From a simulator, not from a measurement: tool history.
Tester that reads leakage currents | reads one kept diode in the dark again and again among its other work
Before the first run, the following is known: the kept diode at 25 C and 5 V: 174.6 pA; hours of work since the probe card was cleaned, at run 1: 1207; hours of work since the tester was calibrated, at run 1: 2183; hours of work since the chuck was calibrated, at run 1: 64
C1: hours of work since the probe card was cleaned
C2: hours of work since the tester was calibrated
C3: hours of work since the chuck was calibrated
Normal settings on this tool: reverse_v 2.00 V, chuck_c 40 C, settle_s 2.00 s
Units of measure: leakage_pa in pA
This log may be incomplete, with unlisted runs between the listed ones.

Run 1, hour 0.0: usual settings; C1 1207; C2 2183; C3 64. Result: leakage_pa 456.91 pA.
Run 2, hour 60.8: usual settings; C1 1245; C2 2221; C3 103. Result: leakage_pa 458.43 pA.
Run 3, hour 103.7: usual settings; C1 1272; C2 2248; C3 130. Result: leakage_pa 458.80 pA.
Run 4, hour 196.5: usual settings but reverse_v 1.28 V; C1 1331; C2 2307; C3 188. Result: leakage_pa 382.19 pA.
Run 5, hour 279.4: usual settings but reverse_v 1.28 V, chuck_c 31 C; C1 1383; C2 2359; C3 241. Result: leakage_pa 177.43 pA.
Run 6, hour 328.8: usual settings but reverse_v 1.28 V, chuck_c 31 C, settle_s 0.53 s; C1 1414; C2 2391; C3 272. Result: leakage_pa 178.26 pA.
Run 7, hour 402.3: usual settings but reverse_v 1.28 V, chuck_c 31 C, settle_s 0.53 s; C1 1461; C2 2437; C3 318. Result: leakage_pa 179.01 pA.
Run 8, hour 442.4: usual settings but reverse_v 1.28 V, chuck_c 31 C, settle_s 0.53 s; C1 1486; C2 2462; C3 344. Result: leakage_pa 179.21 pA.
Run 9, hour 531.7: usual settings but reverse_v 1.28 V, chuck_c 31 C, settle_s 0.53 s; C1 1543; C2 2519; C3 400. Result: leakage_pa 181.19 pA.
Run 10, hour 579.2: usual settings but reverse_v 1.28 V, chuck_c 31 C, settle_s 0.53 s; C1 1573; C2 2549; C3 430. Result: leakage_pa 181.04 pA.
Run 11, hour 641.5: usual settings; C1 1612; C2 2588; C3 469. Result: leakage_pa 475.80 pA.
Run 12, hour 681.4: usual settings; C1 1637; C2 2613; C3 494. Result: leakage_pa 479.08 pA.
Run 13, hour 753.5: usual settings; C1 1683; C2 2659; C3 540. Result: leakage_pa 481.75 pA.
At hour 806.0: tester calibrated.
Run 14, hour 838.4: usual settings; C1 1735; C2 20; C3 592. Result: leakage_pa 485.97 pA.
Run 15, hour 878.9: usual settings but chuck_c 33 C; C1 1760; C2 46; C3 618. Result: leakage_pa 267.83 pA.
At hour 941.7: probe card cleaned and baked.
Run 16, hour 969.8: usual settings but chuck_c 37 C; C1 18; C2 101; C3 673. Result: leakage_pa 381.00 pA.
Run 17, hour 1047.2: usual settings but chuck_c 37 C; C1 67; C2 150; C3 722. Result: leakage_pa 381.14 pA.
Run 18, hour 1102.5: usual settings but reverse_v 6.99 V, chuck_c 37 C; C1 101; C2 185; C3 757. Result: leakage_pa 645.52 pA.
Run 19, hour 1171.0: usual settings but reverse_v 12.59 V; C1 145; C2 229; C3 800. Result: leakage_pa 1068.16 pA.
Run 20, hour 1249.6: usual settings; C1 194; C2 278; C3 850. Result: leakage_pa 495.82 pA.
Run 21, hour 1327.6: usual settings but reverse_v 4.16 V, settle_s 1.57 s; C1 244; C2 327; C3 899. Result: leakage_pa 680.42 pA.
Run 22, hour 1389.2: usual settings but reverse_v 4.16 V, settle_s 1.57 s; C1 282; C2 366; C3 938. Result: leakage_pa 686.57 pA.
Run 23, hour 1430.4: usual settings but reverse_v 4.16 V, settle_s 1.57 s; C1 308; C2 392; C3 964. Result: leakage_pa 686.45 pA.
Run 24, hour 1480.9: usual settings but reverse_v 4.16 V, settle_s 1.57 s; C1 340; C2 424; C3 996. Result: leakage_pa 688.18 pA.
Run 25, hour 1535.2: usual settings but reverse_v 1.51 V, settle_s 3.10 s; C1 375; C2 458; C3 1030. Result: leakage_pa 452.10 pA.
Run 26, hour 1601.5: usual settings but reverse_v 1.69 V; C1 416; C2 500; C3 1072. Result: leakage_pa 477.28 pA.
Run 27, hour 1664.4: usual settings but reverse_v 7.18 V, chuck_c 41 C, settle_s 5.00 s; C1 456; C2 540; C3 1112. Result: leakage_pa 944.66 pA.
Run 28, hour 1754.7: usual settings but reverse_v 2.82 V, chuck_c 51 C, settle_s 0.81 s; C1 513; C2 597; C3 1169. Result: leakage_pa 1449.15 pA.
Run 29, hour 1831.3: usual settings but reverse_v 2.82 V, chuck_c 51 C, settle_s 0.81 s; C1 562; C2 645; C3 1217. Result: leakage_pa 1440.47 pA.
Run 30, hour 1890.8: usual settings but reverse_v 4.29 V, chuck_c 51 C, settle_s 0.95 s; C1 599; C2 683; C3 1255. Result: leakage_pa 1737.40 pA.
Run 31, hour 1945.9: usual settings but reverse_v 4.29 V, chuck_c 51 C, settle_s 0.95 s; C1 634; C2 718; C3 1290. Result: leakage_pa 1736.09 pA.
Run 32, hour 2026.9: usual settings but chuck_c 25 C; C1 685; C2 769; C3 1341. Result: leakage_pa 141.91 pA.
Run 33, hour 2071.2: usual settings but reverse_v 2.73 V, chuck_c 25 C, settle_s 9.19 s; C1 713; C2 797; C3 1369. Result: leakage_pa 162.34 pA.
Run 34, hour 2155.8: usual settings but reverse_v 2.73 V, chuck_c 25 C, settle_s 9.19 s; C1 766; C2 850; C3 1422. Result: leakage_pa 162.44 pA.
Run 35, hour 2207.0: usual settings but reverse_v 2.73 V, chuck_c 38 C, settle_s 9.19 s; C1 799; C2 882; C3 1454. Result: leakage_pa 513.43 pA.
Run 36, hour 2296.4: usual settings but reverse_v 2.73 V, chuck_c 38 C, settle_s 9.19 s; C1 855; C2 939; C3 1511. Result: leakage_pa 511.97 pA.
Run 37, hour 2350.4: usual settings but reverse_v 2.73 V, chuck_c 38 C, settle_s 9.19 s; C1 889; C2 973; C3 1545. Result: leakage_pa 515.69 pA.
At hour 2370.1: chuck's temperature calibrated.
Run 38, hour 2414.0: usual settings but reverse_v 19.25 V, chuck_c 20 C, settle_s 6.34 s; C1 928; C2 1012; C3 28. Result: leakage_pa 196.28 pA.
Run 39, hour 2498.4: usual settings but chuck_c 35 C; C1 981; C2 1065; C3 81. Result: leakage_pa 291.03 pA.
Run 40, hour 2577.2: usual settings but reverse_v 2.53 V, chuck_c 29 C, settle_s 0.45 s; C1 1031; C2 1115; C3 131. Result: leakage_pa 192.51 pA.

Here are 3 independent what-if runs from the current tool condition. What would each one return?
Run A, hour 2621.8: usual settings but settle_s 2.89 s; C1 1059; C2 1143; C3 159. Result: leakage_pa ?.
Run B, hour 2621.8: usual settings but reverse_v 17.40 V; C1 1059; C2 1143; C3 159. Result: leakage_pa ?.
Run C, hour 2621.8: usual settings but reverse_v 2.07 V, chuck_c 24 C; C1 1059; C2 1143; C3 159. Result: leakage_pa ?.

run  leakage_pa
  A      449.23
  B     1128.25
  C      112.06
Had the tool no hidden state, the same runs would have come out as:
run  leakage_pa
  A      447.12
  B     1118.04
  C      110.87

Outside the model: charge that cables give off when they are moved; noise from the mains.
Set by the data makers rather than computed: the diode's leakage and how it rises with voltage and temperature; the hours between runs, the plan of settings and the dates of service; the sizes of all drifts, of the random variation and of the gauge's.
